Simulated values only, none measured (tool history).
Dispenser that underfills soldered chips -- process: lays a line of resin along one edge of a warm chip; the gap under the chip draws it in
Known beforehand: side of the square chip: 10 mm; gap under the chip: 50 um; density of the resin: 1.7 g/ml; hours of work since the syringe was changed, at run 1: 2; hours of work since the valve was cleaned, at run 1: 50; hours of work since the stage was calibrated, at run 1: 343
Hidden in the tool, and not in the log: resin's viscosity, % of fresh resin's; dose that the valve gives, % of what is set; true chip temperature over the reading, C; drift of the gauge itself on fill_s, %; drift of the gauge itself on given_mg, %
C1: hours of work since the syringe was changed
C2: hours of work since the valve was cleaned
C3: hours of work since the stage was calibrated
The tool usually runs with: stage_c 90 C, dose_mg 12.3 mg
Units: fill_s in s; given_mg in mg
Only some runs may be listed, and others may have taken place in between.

run 1 day=0.000 | stage_c=90 dose_mg=12.3 | C1=2 C2=50 C3=343 | fill_s=114.9 given_mg=11.91
run 2 day=0.425 | stage_c=76 dose_mg=12.3 | C1=9 C2=56 C3=349 | fill_s=311.0 given_mg=11.99
-- day=0.500 new syringe of resin
run 3 day=0.725 | stage_c=76 dose_mg=12.3 | C1=4 C2=61 C3=354 | fill_s=208.7 given_mg=11.82
-- day=1.117 new syringe of resin
run 4 day=1.150 | stage_c=90 dose_mg=12.3 | C1=1 C2=67 C3=361 | fill_s=102.4 given_mg=11.72
-- day=1.258 dispensing valve cleaned and set on the balance
run 5 day=1.612 | stage_c=90 dose_mg=12.3 | C1=7 C2=6 C3=367 | fill_s=164.8 given_mg=12.27
-- day=1.796 new syringe of resin
run 6 day=2.104 | stage_c=90 dose_mg=12.3 | C1=5 C2=13 C3=375 | fill_s=143.1 given_mg=12.23
-- day=2.421 new syringe of resin
run 7 day=2.550 | stage_c=90 dose_mg=12.3 | C1=2 C2=20 C3=382 | fill_s=115.3 given_mg=12.15
run 8 day=2.821 | stage_c=81 dose_mg=12.3 | C1=6 C2=24 C3=386 | fill_s=219.2 given_mg=12.07

For run 9, what comes out?
-- day=3.042 new syringe of resin
run 9 day=3.271 | stage_c=81 dose_mg=12.3 | C1=4 C2=31 C3=393 | fill_s=? given_mg=?

{"run 9": {"fill_s": 177.7, "given_mg": 12.0}}
Were there no unlogged condition in the tool, this run, its random variation unchanged, would have produced fill_s 125.1 s, given_mg 12.25 mg.

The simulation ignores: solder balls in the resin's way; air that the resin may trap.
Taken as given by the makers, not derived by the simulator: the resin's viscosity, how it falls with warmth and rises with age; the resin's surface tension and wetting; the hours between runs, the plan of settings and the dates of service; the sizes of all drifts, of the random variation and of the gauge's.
